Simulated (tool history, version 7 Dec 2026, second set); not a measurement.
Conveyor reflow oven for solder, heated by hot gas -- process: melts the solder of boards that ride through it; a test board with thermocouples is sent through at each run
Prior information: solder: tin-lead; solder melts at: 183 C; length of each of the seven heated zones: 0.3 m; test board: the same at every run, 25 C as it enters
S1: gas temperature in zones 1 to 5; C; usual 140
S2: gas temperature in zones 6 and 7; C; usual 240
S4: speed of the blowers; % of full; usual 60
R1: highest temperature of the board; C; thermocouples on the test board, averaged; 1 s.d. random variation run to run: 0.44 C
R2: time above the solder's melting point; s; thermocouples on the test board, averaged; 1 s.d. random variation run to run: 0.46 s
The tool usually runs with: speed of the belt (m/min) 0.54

{"run": 1, "hour": 0.0, "S1": 140, "S2": 240, "speed of the belt (m/min)": 0.54, "S4": 60, "R1": 218.3, "R2": 50.3}
{"run": 2, "hour": 78.8, "S1": 140, "S2": 240, "speed of the belt (m/min)": 0.54, "S4": 60, "R1": 217.9, "R2": 50.4}
{"run": 3, "hour": 158.4, "S1": 140, "S2": 240, "speed of the belt (m/min)": 0.54, "S4": 60, "R1": 217.5, "R2": 50.7}
{"hour": 178.2, "done": "belt drive overhauled, speed set with a stopwatch"}
{"run": 4, "hour": 205.1, "S1": 140, "S2": 240, "speed of the belt (m/min)": 0.54, "S4": 60, "R1": 218.8, "R2": 50}
{"run": 5, "hour": 279.7, "S1": 140, "S2": 240, "speed of the belt (m/min)": 0.54, "S4": 60, "R1": 218.5, "R2": 50.4}
{"run": 6, "hour": 317.6, "S1": 140, "S2": 240, "speed of the belt (m/min)": 0.54, "S4": 60, "R1": 217.7, "R2": 49.6}
{"run": 7, "hour": 369.7, "S1": 140, "S2": 240, "speed of the belt (m/min)": 0.499, "S4": 60, "R1": 220.4, "R2": 57.7}
{"run": 8, "hour": 408.9, "S1": 140, "S2": 240, "speed of the belt (m/min)": 0.499, "S4": 60, "R1": 221.2, "R2": 56.7}
{"run": 9, "hour": 490.2, "S1": 140, "S2": 240, "speed of the belt (m/min)": 0.499, "S4": 60, "R1": 221.6, "R2": 56.4}
{"run": 10, "hour": 541.4, "S1": 140, "S2": 240, "speed of the belt (m/min)": 0.54, "S4": 60, "R1": 218.2, "R2": 50}
{"run": 11, "hour": 592.1, "S1": 140, "S2": 240, "speed of the belt (m/min)": 0.54, "S4": 60, "R1": 218.6, "R2": 50.7}
{"run": 12, "hour": 645.2, "S1": 126, "S2": 240, "speed of the belt (m/min)": 0.54, "S4": 60, "R1": 214.8, "R2": 44.2}
{"hour": 655.7, "done": "flux residue cleaned out of gas plates and filters"}
{"run": 13, "hour": 711.7, "S1": 126, "S2": 240, "speed of the belt (m/min)": 0.54, "S4": 60, "R1": 215.5, "R2": 45}
{"hour": 750.4, "done": "thermocouples of zones 6 and 7 changed"}
{"run": 14, "hour": 750.4, "S1": 126, "S2": 249, "speed of the belt (m/min)": 0.54, "S4": 60, "R1": 221.8, "R2": 48.7}
{"run": 15, "hour": 812.1, "S1": 126, "S2": 249, "speed of the belt (m/min)": 0.54, "S4": 60, "R1": 222.1, "R2": 48.4}
{"run": 16, "hour": 863.2, "S1": 142, "S2": 243, "speed of the belt (m/min)": 0.522, "S4": 60, "R1": 221.9, "R2": 56}
{"run": 17, "hour": 924.0, "S1": 142, "S2": 243, "speed of the belt (m/min)": 0.522, "S4": 60, "R1": 222.5, "R2": 54.9}
{"run": 18, "hour": 988.6, "S1": 138, "S2": 240, "speed of the belt (m/min)": 0.466, "S4": 80, "R1": 227.9, "R2": 66}
{"run": 19, "hour": 1063.6, "S1": 135, "S2": 235, "speed of the belt (m/min)": 0.488, "S4": 67, "R1": 218.5, "R2": 56.3}
{"run": 20, "hour": 1127.8, "S1": 135, "S2": 235, "speed of the belt (m/min)": 0.488, "S4": 67, "R1": 219, "R2": 55.6}
{"run": 21, "hour": 1206.8, "S1": 148, "S2": 236, "speed of the belt (m/min)": 0.493, "S4": 67, "R1": 221.8, "R2": 60.8}
{"run": 22, "hour": 1284.6, "S1": 140, "S2": 240, "speed of the belt (m/min)": 0.583, "S4": 60, "R1": 215.1, "R2": 43.6}
{"hour": 1308.2, "done": "flux residue cleaned out of gas plates and filters"}
{"run": 23, "hour": 1335.3, "S1": 129, "S2": 229, "speed of the belt (m/min)": 0.475, "S4": 61, "R1": 212.2, "R2": 49.5}
{"run": 24, "hour": 1420.6, "S1": 129, "S2": 229, "speed of the belt (m/min)": 0.475, "S4": 61, "R1": 211.9, "R2": 49.5}
{"run": 25, "hour": 1489.2, "S1": 129, "S2": 229, "speed of the belt (m/min)": 0.475, "S4": 61, "R1": 211.6, "R2": 49.5}
{"run": 26, "hour": 1537.2, "S1": 129, "S2": 229, "speed of the belt (m/min)": 0.575, "S4": 61, "R1": 204.4, "R2": 34.4}
{"run": 27, "hour": 1577.8, "S1": 154, "S2": 238, "speed of the belt (m/min)": 0.54, "S4": 60, "R1": 219.9, "R2": 57.4}
{"run": 28, "hour": 1628.3, "S1": 154, "S2": 238, "speed of the belt (m/min)": 0.54, "S4": 60, "R1": 220.3, "R2": 56.5}
{"run": 29, "hour": 1705.1, "S1": 140, "S2": 240, "speed of the belt (m/min)": 0.54, "S4": 88, "R1": 226.7, "R2": 56.8}

Below are 3 alternative next runs, each starting from the tool's condition after run 29. Predict each:
{"hour": 1770.7, "done": "thermocouples of zones 6 and 7 changed"}
{"run": "A", "hour": 1792.3, "S1": 140, "S2": 249, "speed of the belt (m/min)": 0.514, "S4": 88, "R1": "?", "R2": "?"}
{"hour": 1770.7, "done": "thermocouples of zones 6 and 7 changed"}
{"run": "B", "hour": 1792.3, "S1": 138, "S2": 236, "speed of the belt (m/min)": 0.445, "S4": 60, "R1": "?", "R2": "?"}
{"hour": 1770.7, "done": "thermocouples of zones 6 and 7 changed"}
{"run": "C", "hour": 1792.3, "S1": 144, "S2": 240, "speed of the belt (m/min)": 0.508, "S4": 88, "R1": "?", "R2": "?"}

run=A R1=236 R2=63.3
run=B R1=220.9 R2=64.1
run=C R1=227.9 R2=61.7
Stripped of hidden state, with their random variation kept, the same runs would have yielded:
run=A R1=236.1 R2=63.1
run=B R1=220.9 R2=64
run=C R1=228 R2=61.6
